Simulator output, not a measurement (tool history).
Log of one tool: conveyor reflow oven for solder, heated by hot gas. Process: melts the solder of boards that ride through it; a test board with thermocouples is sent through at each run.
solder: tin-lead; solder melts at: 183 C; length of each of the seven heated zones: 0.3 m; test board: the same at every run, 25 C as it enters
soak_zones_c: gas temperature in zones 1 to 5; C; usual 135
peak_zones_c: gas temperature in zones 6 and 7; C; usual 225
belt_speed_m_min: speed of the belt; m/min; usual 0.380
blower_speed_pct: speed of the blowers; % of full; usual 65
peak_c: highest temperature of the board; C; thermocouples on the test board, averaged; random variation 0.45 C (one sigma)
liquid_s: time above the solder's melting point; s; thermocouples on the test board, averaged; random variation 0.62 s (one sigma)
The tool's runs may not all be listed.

run,hour,soak_zones_c,peak_zones_c,belt_speed_m_min,blower_speed_pct,peak_c,liquid_s
1,0.0,135,225,0.380,65,206.5,56.7
2,11.8,135,219,0.380,65,200.4,48.5
3,28.4,135,225,0.380,65,206.2,57.0
4,36.6,135,225,0.380,56,204.1,53.3
5,51.2,135,225,0.380,56,204.0,52.7
6,65.0,135,225,0.380,56,204.2,51.8
7,75.7,135,225,0.380,56,203.8,51.8
8,91.8,135,220,0.360,56,201.2,51.2
9,102.1,135,238,0.377,56,213.8,66.4
10,112.9,143,222,0.380,64,205.1,58.1
11,129.8,143,222,0.380,64,204.2,56.7
12,141.4,135,225,0.378,65,205.7,55.6
13,157.1,135,225,0.454,65,198.6,34.5
14,170.9,135,225,0.454,65,198.5,34.4

5 ways to go on from here, each from the tool as it stands after run 14. What would each give?
A,187.5,135,225,0.380,73,?,?
B,187.5,126,213,0.380,64,?,?
C,187.5,135,227,0.404,53,?,?
D,187.5,140,221,0.436,65,?,?
E,187.5,132,217,0.380,63,?,?

run,peak_c,liquid_s
A,207.3,57.2
B,192.7,28.9
C,201.0,43.2
D,198.1,37.4
E,197.9,40.7
Without the tool's hidden state the same runs would have given:
run,peak_c,liquid_s
A,211.5,63.9
B,196.8,39.1
C,205.1,50.3
D,202.5,45.6
E,201.8,49.5
